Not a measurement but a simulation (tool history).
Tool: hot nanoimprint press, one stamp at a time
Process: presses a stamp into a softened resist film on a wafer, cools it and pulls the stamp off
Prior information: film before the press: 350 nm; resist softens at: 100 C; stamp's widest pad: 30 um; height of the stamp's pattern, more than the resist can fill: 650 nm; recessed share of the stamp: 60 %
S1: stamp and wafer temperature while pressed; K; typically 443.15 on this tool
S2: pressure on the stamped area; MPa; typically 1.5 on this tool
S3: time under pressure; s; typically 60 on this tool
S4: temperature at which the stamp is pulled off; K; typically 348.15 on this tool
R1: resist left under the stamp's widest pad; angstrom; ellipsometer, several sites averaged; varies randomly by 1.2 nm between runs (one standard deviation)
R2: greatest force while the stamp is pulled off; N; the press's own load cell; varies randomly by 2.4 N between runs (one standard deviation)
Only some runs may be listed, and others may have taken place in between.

{"run": 1, "day": 0.0, "S1": 443.15, "S2": 1.5, "S3": 60, "S4": 348.15, "R1": 2051, "R2": 125}
{"run": 2, "day": 0.592, "S1": 435.15, "S2": 1.5, "S3": 60, "S4": 348.15, "R1": 2592, "R2": 127}
{"run": 3, "day": 1.038, "S1": 435.15, "S2": 1.5, "S3": 60, "S4": 348.15, "R1": 2590, "R2": 128}
{"run": 4, "day": 1.817, "S1": 443.15, "S2": 1.5, "S3": 60, "S4": 348.15, "R1": 2049, "R2": 127}
{"run": 5, "day": 2.2, "S1": 443.15, "S2": 1.5, "S3": 60, "S4": 348.15, "R1": 2051, "R2": 131}
{"run": 6, "day": 3.033, "S1": 443.15, "S2": 1.5, "S3": 60, "S4": 348.15, "R1": 2044, "R2": 134}
{"run": 7, "day": 3.783, "S1": 443.15, "S2": 1.5, "S3": 60, "S4": 348.15, "R1": 2046, "R2": 136}
{"run": 8, "day": 4.612, "S1": 443.15, "S2": 1.5, "S3": 60, "S4": 348.15, "R1": 2077, "R2": 140}
{"run": 9, "day": 5.483, "S1": 443.15, "S2": 1.5, "S3": 60, "S4": 348.15, "R1": 2042, "R2": 147}
{"run": 10, "day": 6.029, "S1": 443.15, "S2": 1.5, "S3": 60, "S4": 348.15, "R1": 2045, "R2": 142}
{"run": 11, "day": 6.879, "S1": 443.15, "S2": 1.5, "S3": 60, "S4": 348.15, "R1": 2055, "R2": 148}
{"run": 12, "day": 7.708, "S1": 443.15, "S2": 1.5, "S3": 60, "S4": 348.15, "R1": 2064, "R2": 152}
{"run": 13, "day": 8.283, "S1": 443.15, "S2": 1.5, "S3": 60, "S4": 348.15, "R1": 2059, "R2": 153}
{"run": 14, "day": 8.758, "S1": 443.15, "S2": 1.5, "S3": 60, "S4": 348.15, "R1": 2089, "R2": 155}
{"run": 15, "day": 9.629, "S1": 443.15, "S2": 1.5, "S3": 60, "S4": 348.15, "R1": 2047, "R2": 118}
{"run": 16, "day": 10.371, "S1": 442.15, "S2": 2.39, "S3": 48, "S4": 350.15, "R1": 1957, "R2": 110}
{"run": 17, "day": 11.233, "S1": 442.15, "S2": 2.39, "S3": 48, "S4": 350.15, "R1": 1815, "R2": 103}
{"run": 18, "day": 12.012, "S1": 442.15, "S2": 1.13, "S3": 48, "S4": 350.15, "R1": 2341, "R2": 107}
{"run": 19, "day": 12.525, "S1": 443.15, "S2": 1.37, "S3": 60, "S4": 353.15, "R1": 1959, "R2": 103}
{"run": 20, "day": 13.3, "S1": 443.15, "S2": 1.37, "S3": 60, "S4": 353.15, "R1": 1987, "R2": 103}
{"run": 21, "day": 13.85, "S1": 443.15, "S2": 1.36, "S3": 84, "S4": 348.15, "R1": 1765, "R2": 123}
{"run": 22, "day": 14.371, "S1": 443.15, "S2": 1.36, "S3": 42, "S4": 340.15, "R1": 2228, "R2": 148}
{"run": 23, "day": 14.854, "S1": 433.15, "S2": 1.36, "S3": 116, "S4": 340.15, "R1": 2234, "R2": 146}
{"run": 24, "day": 15.6, "S1": 433.15, "S2": 1.36, "S3": 116, "S4": 340.15, "R1": 2248, "R2": 151}
{"run": 25, "day": 16.5, "S1": 433.15, "S2": 1.36, "S3": 116, "S4": 340.15, "R1": 2225, "R2": 152}
{"run": 26, "day": 16.992, "S1": 448.15, "S2": 1.93, "S3": 32, "S4": 347.15, "R1": 1841, "R2": 134}
{"run": 27, "day": 17.767, "S1": 448.15, "S2": 1.93, "S3": 32, "S4": 347.15, "R1": 1843, "R2": 133}
{"run": 28, "day": 18.433, "S1": 448.15, "S2": 1.93, "S3": 32, "S4": 347.15, "R1": 1836, "R2": 138}
{"run": 29, "day": 19.088, "S1": 436.15, "S2": 2.07, "S3": 78, "S4": 350.15, "R1": 2020, "R2": 133}
{"run": 30, "day": 19.946, "S1": 436.15, "S2": 2.07, "S3": 78, "S4": 350.15, "R1": 2024, "R2": 131}

Not shown: 2 entries that the log had between the listed runs. Between which runs, and how does the tool's hidden state differ before and after?
After run 14, before run 15: stamp cleaned and given a new release coat (day 9.629)
  true temperature over the reading, C: -2.38 -> -2.4; pressure that arrives at the usual setting, %: 97.92 -> 97.9; grip of the stamp's worn release coat, % over a new coat's: 31.3 -> 0
  measured less the result without the state, R1: +173 -> +172 angstrom; R2: +43 -> +6 N
After run 16, before run 17: plate thermocouple calibrated (day 11.225)
  true temperature over the reading, C: -2.44 -> 0.08; pressure that arrives at the usual setting, %: 97.87 -> 97.84; grip of the stamp's worn release coat, % over a new coat's: 1.8 -> 3.7
  measured less the result without the state, R1: +186 -> +20 angstrom; R2: +8 -> +3 N
